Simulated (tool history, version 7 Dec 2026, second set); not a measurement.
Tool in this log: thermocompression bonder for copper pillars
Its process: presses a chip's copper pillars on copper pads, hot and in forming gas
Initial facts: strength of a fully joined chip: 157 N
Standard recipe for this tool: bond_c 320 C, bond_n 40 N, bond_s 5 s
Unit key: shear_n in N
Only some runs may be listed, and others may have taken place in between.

run   hour  bond_c  bond_n  bond_s  shear_n
  1    0.0     320      40       5    110.1
  2   11.9     320      40       5    110.5
  3   21.7     320      40       5    109.9
  4   35.5     320      40       5    109.5
  5   49.0     320      55       5    130.8
  6   59.9     320      58       5    133.1
  7   66.8     320      58       5    132.5
  8   80.5     320      58       5    132.4
  9   91.0     320      58       5    133.1
 10   98.9     320      58       5    132.4
 11  111.8     320      40       5    109.4
 12  127.8     320      56       5    132.2
 13  136.3     320      29       5     86.3
 14  148.5     320      29       5     86.6
 15  155.6     320      29       5     85.6
 16  169.3     320      40       5    109.2
 17  179.1     320      40       5    109.0
 18  191.9     320      40       5    109.1
 19  205.1     320      40       5    105.2
 20  211.9     320      40       5    105.6
 21  219.0     304      28      14     96.2
 22  230.1     304      28      14     96.2
 23  244.0     305      48       9    123.1
 24  255.2     339      48       6    131.4
 25  264.3     343      37       6    118.1
 26  274.8     343      37       6    118.9
 27  284.3     330      25       5     77.9
 28  293.6     337      24       5     78.8
 29  304.8     299      44       8    109.9
 30  317.9     325      26       5     77.5
 31  329.9     291      37       4     72.7
 32  337.7     310      42       5    101.9
 33  344.6     307      58       4    122.1
 34  351.0     320      56      11    146.2
 35  358.5     320      56      11    145.5
 36  369.7     320      56      11    145.6
 37  379.5     329      33       5    101.2
 38  393.3     345      45       3    120.3
 39  399.1     345      45       3    120.6

Removed from this log: 3 entries logged between the listed runs. Between which two listed runs does each belong, and how does the tool's hidden state at the listed run before it compare with that at the listed run after it?
Runs 11 to 12: heater calibrated with a thermocouple chip (hour 114.8)
  true temperature of the bond over the reading, C: 4.8 -> 5.6; oxide that the forming gas leaves, % of the face: 3.81 -> 3.88
  measured value less the no-hidden-state value, shear_n: -1.2 -> -2.3 N
Runs 18 to 19: heater calibrated with a thermocouple chip, once more (hour 195.2)
  true temperature of the bond over the reading, C: 5.8 -> 0.3; oxide that the forming gas leaves, % of the face: 4.26 -> 4.34
  measured value less the no-hidden-state value, shear_n: -1.2 -> -5.0 N
Runs 32 to 33: forming gas filter changed (hour 343.3)
  oxide that the forming gas leaves, % of the face: 5.13 -> 0.59
  measured value less the no-hidden-state value, shear_n: -5.6 -> -0.7 N
